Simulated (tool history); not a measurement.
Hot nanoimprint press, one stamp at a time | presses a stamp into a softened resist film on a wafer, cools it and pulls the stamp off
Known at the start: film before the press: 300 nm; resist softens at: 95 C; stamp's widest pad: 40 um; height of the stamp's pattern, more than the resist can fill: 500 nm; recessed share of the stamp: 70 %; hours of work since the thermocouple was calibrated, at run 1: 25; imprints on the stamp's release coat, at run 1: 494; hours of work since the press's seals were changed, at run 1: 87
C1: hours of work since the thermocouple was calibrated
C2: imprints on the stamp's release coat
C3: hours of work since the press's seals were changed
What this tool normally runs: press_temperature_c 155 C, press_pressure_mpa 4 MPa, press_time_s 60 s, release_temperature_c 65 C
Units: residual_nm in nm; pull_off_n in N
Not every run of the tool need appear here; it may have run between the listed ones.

Run 1, hour 0: usual settings; C1 25; C2 494; C3 87. Result: residual_nm 131.6 nm, pull_off_n 162 N.
At hour 30.2: stamp cleaned and given a new release coat.
Run 2, hour 45.3: usual settings; C1 53; C2 78; C3 115. Result: residual_nm 131.5 nm, pull_off_n 140 N.
Run 3, hour 74.7: usual settings; C1 73; C2 230; C3 135. Result: residual_nm 131.8 nm, pull_off_n 149 N.
Run 4, hour 122.5: usual settings; C1 106; C2 475; C3 168. Result: residual_nm 132.3 nm, pull_off_n 165 N.
At hour 155.7: stamp cleaned and given a new release coat.
Run 5, hour 162.5: usual settings but press_time_s 35 s; C1 130; C2 35; C3 192. Result: residual_nm 160.7 nm, pull_off_n 130 N.
Run 6, hour 184.2: usual settings but press_time_s 35 s; C1 145; C2 146; C3 207. Result: residual_nm 161.6 nm, pull_off_n 148 N.
Run 7, hour 211.1: usual settings; C1 164; C2 284; C3 226. Result: residual_nm 133.8 nm, pull_off_n 155 N.
Run 8, hour 254.2: usual settings; C1 194; C2 506; C3 256. Result: residual_nm 134.1 nm, pull_off_n 168 N.
At hour 281.4: stamp cleaned and given a new release coat.
Run 9, hour 298.7: usual settings; C1 220; C2 89; C3 282. Result: residual_nm 134.3 nm, pull_off_n 139 N.
Run 10, hour 340.6: usual settings; C1 249; C2 304; C3 311. Result: residual_nm 135.6 nm, pull_off_n 155 N.
Run 11, hour 385.3: usual settings; C1 280; C2 534; C3 342. Result: residual_nm 135.3 nm, pull_off_n 168 N.
At hour 392.4: plate thermocouple calibrated.
At hour 409.8: stamp cleaned and given a new release coat.
Run 12, hour 416.2: usual settings; C1 12; C2 33; C3 358. Result: residual_nm 138.7 nm, pull_off_n 133 N.
Run 13, hour 463: usual settings but release_temperature_c 51 C; C1 45; C2 274; C3 390. Result: residual_nm 138.5 nm, pull_off_n 182 N.
Run 14, hour 513.1: usual settings but release_temperature_c 71 C; C1 80; C2 532; C3 425. Result: residual_nm 138.9 nm, pull_off_n 156 N.
At hour 535.7: stamp cleaned and given a new release coat.
Run 15, hour 567: usual settings but press_pressure_mpa 4.33 MPa; C1 113; C2 161; C3 458. Result: residual_nm 134.2 nm, pull_off_n 148 N.
Run 16, hour 617.4: usual settings but press_pressure_mpa 4.33 MPa; C1 148; C2 420; C3 493. Result: residual_nm 135.7 nm, pull_off_n 163 N.
At hour 663.9: stamp cleaned and given a new release coat.
At hour 669.3: plate thermocouple calibrated, once more.
Run 17, hour 674.7: usual settings but press_pressure_mpa 4.33 MPa; C1 4; C2 41; C3 527. Result: residual_nm 126 nm, pull_off_n 133 N.
Run 18, hour 702.1: usual settings but press_pressure_mpa 4.33 MPa; C1 23; C2 182; C3 546. Result: residual_nm 126.1 nm, pull_off_n 145 N.
Run 19, hour 750.9: usual settings but press_pressure_mpa 3.22 MPa; C1 57; C2 433; C3 580. Result: residual_nm 144.2 nm, pull_off_n 159 N.
At hour 793.4: stamp cleaned and given a new release coat.
At hour 808.4: press's hydraulic seals changed and the load cell set to zero.
Run 20, hour 816.2: usual settings but press_pressure_mpa 3.22 MPa; C1 92; C2 76; C3 5. Result: residual_nm 142.1 nm, pull_off_n 136 N.
Run 21, hour 852.1: usual settings but press_temperature_c 150 C; C1 117; C2 261; C3 30. Result: residual_nm 157.5 nm, pull_off_n 144 N.
Run 22, hour 895.6: usual settings but press_temperature_c 146 C, press_time_s 31 s, release_temperature_c 50 C; C1 147; C2 485; C3 61. Result: residual_nm 220.3 nm, pull_off_n 195 N.
Run 23, hour 920: usual settings but press_temperature_c 154 C, press_pressure_mpa 2.46 MPa, press_time_s 77 s, release_temperature_c 67 C; C1 164; C2 610; C3 77. Result: residual_nm 153.7 nm, pull_off_n 173 N.
At hour 929.7: stamp cleaned and given a new release coat.
Run 24, hour 953.7: usual settings but press_temperature_c 154 C, press_pressure_mpa 2.46 MPa, press_time_s 77 s, release_temperature_c 67 C; C1 184; C2 124; C3 97. Result: residual_nm 153 nm, pull_off_n 135 N.
Run 25, hour 982.4: usual settings but press_pressure_mpa 3.53 MPa, press_time_s 58 s, release_temperature_c 53 C; C1 204; C2 271; C3 117. Result: residual_nm 139.6 nm, pull_off_n 172 N.
Run 26, hour 1026.6: usual settings but press_pressure_mpa 3.53 MPa, press_time_s 58 s, release_temperature_c 53 C; C1 234; C2 499; C3 147. Result: residual_nm 140.2 nm, pull_off_n 190 N.
At hour 1059.6: stamp cleaned and given a new release coat.
Run 27, hour 1074.8: usual settings but press_temperature_c 156 C, press_pressure_mpa 5.06 MPa; C1 263; C2 78; C3 177. Result: residual_nm 113 nm, pull_off_n 134 N.
Run 28, hour 1107.8: usual settings but press_pressure_mpa 4.4 MPa, release_temperature_c 51 C; C1 286; C2 248; C3 200. Result: residual_nm 126.3 nm, pull_off_n 184 N.
Run 29, hour 1136.8: usual settings but press_pressure_mpa 4.4 MPa, press_time_s 36 s, release_temperature_c 61 C; C1 306; C2 397; C3 220. Result: residual_nm 152.2 nm, pull_off_n 173 N.

Here are 4 independent what-if runs from the current tool condition. What would each one return?
Run A, hour 1178.4: usual settings but press_pressure_mpa 4.4 MPa, press_time_s 40 s, release_temperature_c 55 C; C1 335; C2 611; C3 249. Result: residual_nm ?, pull_off_n ?.
Run B, hour 1178.4: usual settings but press_temperature_c 147 C, press_pressure_mpa 5.21 MPa, press_time_s 36 s, release_temperature_c 62 C; C1 335; C2 611; C3 249. Result: residual_nm ?, pull_off_n ?.
Run C, hour 1178.4: usual settings but press_temperature_c 166 C, press_pressure_mpa 4.4 MPa, press_time_s 34 s, release_temperature_c 61 C; C1 335; C2 611; C3 249. Result: residual_nm ?, pull_off_n ?.
Run D, hour 1178.4: usual settings but press_temperature_c 166 C, press_pressure_mpa 4.21 MPa, press_time_s 36 s, release_temperature_c 56 C; C1 335; C2 611; C3 249. Result: residual_nm ?, pull_off_n ?.

run  residual_nm  pull_off_n
  A        147.4         201
  B        191.6         180
  C        104.2         180
  D        104.2         196
Take away the tool's hidden state, keep each run's random variation, and the runs would have read:
run  residual_nm  pull_off_n
  A        144.8         153
  B        188.5         137
  C        102.4         136
  D        102.3         148
